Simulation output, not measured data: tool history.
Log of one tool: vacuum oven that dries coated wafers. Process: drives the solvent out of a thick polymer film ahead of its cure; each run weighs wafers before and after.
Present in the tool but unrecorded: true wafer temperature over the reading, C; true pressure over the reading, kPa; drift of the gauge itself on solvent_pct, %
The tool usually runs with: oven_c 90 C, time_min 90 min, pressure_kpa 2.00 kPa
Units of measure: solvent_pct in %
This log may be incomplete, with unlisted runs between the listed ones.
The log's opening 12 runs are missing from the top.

| run | hour | oven_c | time_min | pressure_kpa | hours of work since the thermocouples were calibrated | hours of work since the vacuum gauge was cleaned of residue | solvent_pct |
|---|---|---|---|---|---|---|---|
| 13 | 344.9 | 90 | 90 | 2.00 | 777 | 522 | 3.72 |
| 14 | 376.0 | 90 | 90 | 2.00 | 793 | 538 | 3.62 |
| 15 | 414.2 | 94 | 90 | 2.00 | 813 | 558 | 2.62 |
| 16 | 444.3 | 94 | 90 | 2.00 | 828 | 573 | 2.55 |
| 17 | 477.9 | 99 | 78 | 2.82 | 845 | 590 | 2.45 |
| 18 | 518.0 | 99 | 78 | 2.82 | 866 | 611 | 2.39 |
| 19 | 534.6 | 95 | 152 | 2.49 | 874 | 619 | 1.91 |
| 20 | 559.4 | 95 | 66 | 1.04 | 887 | 632 | 2.97 |
| 21 | 594.5 | 102 | 90 | 1.10 | 905 | 650 | 0.84 |
| 22 | 618.8 | 102 | 90 | 1.10 | 918 | 662 | 0.73 |
| 23 | 642.1 | 102 | 90 | 1.43 | 929 | 674 | 0.91 |
| 24 | 678.3 | 102 | 90 | 1.43 | 948 | 693 | 1.09 |

The next listed run, before its measurement:
| 25 | 704.7 | 102 | 90 | 1.43 | 962 | 706 | ? |

Run 25 measured solvent_pct 1.09 %.
On a tool with no hidden condition, and with the same random variation, this run would have come out at solvent_pct 1.09 %.
